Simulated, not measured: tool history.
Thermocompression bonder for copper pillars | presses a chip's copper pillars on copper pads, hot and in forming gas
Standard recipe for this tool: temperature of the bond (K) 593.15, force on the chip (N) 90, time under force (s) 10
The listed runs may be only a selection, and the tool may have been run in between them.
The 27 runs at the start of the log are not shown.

run	hour	temperature of the bond (K)	force on the chip (N)	time under force (s)	force that shears a chip off (N)
28	167.5	593.15	90	19	95.5
29	172.3	593.15	90	19	95.6
# hour 178.2: heater calibrated with a thermocouple chip, once more
30	180.3	591.15	59	19	74.1
31	186.8	591.15	59	19	71.6
32	194.9	591.15	59	19	72.9
33	201.8	579.15	109	23	100.4
34	210.5	584.15	90	7	62.6
35	217.5	593.15	95	8	78.2
36	222.4	593.15	95	8	79
37	228.4	566.15	68	18	56.5
38	233.5	593.15	88	26	103.7
39	240.4	614.15	82	11	95.4
40	244.4	593.15	110	28	117.3

3 options for the next run, each taken on its own from the tool as it stands now. Forecast them:
A	250.5	593.15	62	5	?
B	250.5	607.15	85	28	?
C	250.5	583.15	110	7	?

run	force that shears a chip off (N)
A	45.4
B	116.7
C	72
With the hidden condition removed and each run's random variation left untouched, the same runs would have given:
run	force that shears a chip off (N)
A	45.4
B	117.2
C	72.1

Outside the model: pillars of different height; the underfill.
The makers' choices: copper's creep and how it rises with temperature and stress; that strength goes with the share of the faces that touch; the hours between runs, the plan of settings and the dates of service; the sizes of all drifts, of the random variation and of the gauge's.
